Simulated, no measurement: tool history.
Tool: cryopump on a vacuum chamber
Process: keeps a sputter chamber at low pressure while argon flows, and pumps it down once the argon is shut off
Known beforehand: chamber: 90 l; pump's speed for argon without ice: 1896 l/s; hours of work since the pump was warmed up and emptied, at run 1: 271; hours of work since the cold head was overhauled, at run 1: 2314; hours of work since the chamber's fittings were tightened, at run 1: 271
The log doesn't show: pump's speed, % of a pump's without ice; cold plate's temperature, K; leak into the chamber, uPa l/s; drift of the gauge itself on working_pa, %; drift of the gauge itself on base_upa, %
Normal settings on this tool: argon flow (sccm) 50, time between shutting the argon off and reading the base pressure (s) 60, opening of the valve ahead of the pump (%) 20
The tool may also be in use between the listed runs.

| run | hour | argon flow (sccm) | time between shutting the argon off and reading the base pressure (s) | opening of the valve ahead of the pump (%) | hours of work since the pump was warmed up and emptied | hours of work since the cold head was overhauled | hours of work since the chamber's fittings were tightened | pressure while argon flows (Pa) | pressure after the wait (uPa) |
|---|---|---|---|---|---|---|---|---|---|
| 1 | 0 | 50 | 60 | 20 | 271 | 2314 | 271 | 0.2303 | 1.11 |
| 2 | 68.9 | 50 | 60 | 20 | 316 | 2360 | 316 | 0.2325 | 1.13 |
| 3 | 122.1 | 50 | 60 | 20 | 352 | 2395 | 352 | 0.2356 | 1.16 |
| 4 | 228.9 | 50 | 60 | 20 | 423 | 2466 | 423 | 0.2383 | 1.27 |
| 5 | 327.4 | 50 | 48 | 20 | 488 | 2532 | 488 | 0.2403 | 1.49 |
| 6 | 395.7 | 41 | 60 | 20 | 534 | 2577 | 534 | 0.199 | 1.41 |
| 7 | 449.4 | 50 | 23 | 20 | 569 | 2613 | 569 | 0.2435 | 2.55 |
| 8 | 497.8 | 50 | 23 | 20 | 602 | 2645 | 602 | 0.2464 | 2.56 |
|  | 517.9 | pump warmed up, emptied and cooled again |
| 9 | 612.4 | 50 | 60 | 20 | 63 | 2718 | 675 | 0.2244 | 1.26 |
| 10 | 702.2 | 50 | 60 | 20 | 123 | 2778 | 734 | 0.2272 | 1.33 |
| 11 | 805.7 | 96 | 60 | 20 | 191 | 2846 | 803 | 0.4405 | 1.4 |
| 12 | 915.9 | 50 | 60 | 20 | 265 | 2920 | 876 | 0.2335 | 1.52 |
| 13 | 982.5 | 50 | 60 | 20 | 309 | 2964 | 921 | 0.2341 | 1.54 |
| 14 | 1039 | 50 | 60 | 20 | 347 | 3002 | 958 | 0.2341 | 1.57 |
| 15 | 1146.2 | 50 | 60 | 20 | 418 | 3073 | 1029 | 0.2399 | 1.68 |
| 16 | 1209.4 | 50 | 60 | 20 | 460 | 3115 | 1072 | 0.2406 | 1.74 |
| 17 | 1310.1 | 50 | 60 | 20 | 527 | 3182 | 1138 | 0.2428 | 1.92 |
| 18 | 1380.6 | 50 | 21 | 20 | 574 | 3229 | 1185 | 0.2464 | 3.21 |
|  | 1442.9 | pump warmed up, emptied and cooled again |
| 19 | 1451.7 | 63 | 234 | 29 | 6 | 3273 | 1229 | 0.1939 | 1.06 |
| 20 | 1517.1 | 26 | 60 | 48 | 49 | 3316 | 1273 | 0.0494 | 1.57 |
| 21 | 1628.1 | 88 | 36 | 18 | 123 | 3390 | 1347 | 0.4435 | 2.1 |
| 22 | 1698.3 | 86 | 36 | 18 | 170 | 3437 | 1393 | 0.4346 | 2.18 |
| 23 | 1754.4 | 86 | 36 | 18 | 207 | 3474 | 1431 | 0.4385 | 2.25 |
| 24 | 1807.7 | 86 | 36 | 18 | 243 | 3509 | 1466 | 0.4403 | 2.37 |
| 25 | 1880.7 | 86 | 36 | 18 | 291 | 3558 | 1515 | 0.4402 | 2.37 |
| 26 | 1986.8 | 23 | 53 | 18 | 362 | 3629 | 1585 | 0.1203 | 2.09 |
| 27 | 2053.5 | 50 | 60 | 33 | 406 | 3673 | 1629 | 0.1501 | 2.08 |
| 28 | 2110.4 | 27 | 60 | 33 | 444 | 3711 | 1667 | 0.0815 | 2.13 |
| 29 | 2183.1 | 30 | 36 | 33 | 492 | 3759 | 1716 | 0.0916 | 2.7 |
|  | 2213.4 | leaking fittings of the chamber tightened, without venting |
| 30 | 2251.2 | 21 | 60 | 46 | 536 | 3803 | 25 | 0.0496 | 0.93 |
| 31 | 2355.1 | 25 | 214 | 47 | 605 | 3872 | 94 | 0.0594 | 0.54 |
|  | 2369.5 | pump warmed up, emptied and cooled again |
| 32 | 2434.7 | 27 | 21 | 20 | 43 | 3922 | 144 | 0.1213 | 2.25 |
| 33 | 2540.1 | 27 | 21 | 20 | 113 | 3992 | 214 | 0.1222 | 2.35 |

What differs in the tool's unlogged condition from the final listed run ahead of each entry between runs to the first listed run following it?
From run 8 to run 9: pump warmed up, emptied and cooled again (hour 517.9)
  pump's speed, % of a pump's without ice: 66.1 -> 96.1; cold plate's temperature, K: 12.58 -> 12.59; leak into the chamber, uPa l/s: 962 -> 1036
  the result without the hidden state subtracted from the measured one, pressure while argon flows (Pa): +0.0236 -> +0.0023; pressure after the wait (uPa): +0.6 -> +0.41
From run 18 to run 19: pump warmed up, emptied and cooled again (hour 1442.9)
  pump's speed, % of a pump's without ice: 66.1 -> 99.5; cold plate's temperature, K: 12.68 -> 12.69; leak into the chamber, uPa l/s: 1547 -> 1588
  the result without the hidden state subtracted from the measured one, pressure while argon flows (Pa): +0.0238 -> +0.0011; pressure after the wait (uPa): +1.08 -> +0.7
From run 29 to run 30: leaking fittings of the chamber tightened, without venting (hour 2213.4)
  pump's speed, % of a pump's without ice: 71.8 -> 69.2; cold plate's temperature, K: 12.77 -> 12.78; leak into the chamber, uPa l/s: 2089 -> 325
  the result without the hidden state subtracted from the measured one, pressure while argon flows (Pa): +0.011 -> +0.0088; pressure after the wait (uPa): +1.41 -> +0.09
From run 31 to run 32: pump warmed up, emptied and cooled again (hour 2369.5)
  pump's speed, % of a pump's without ice: 64.9 -> 97; cold plate's temperature, K: 12.79 -> 12.8; leak into the chamber, uPa l/s: 392 -> 443
  the result without the hidden state subtracted from the measured one, pressure while argon flows (Pa): +0.0125 -> +0.0012; pressure after the wait (uPa): +0.16 -> +0.09
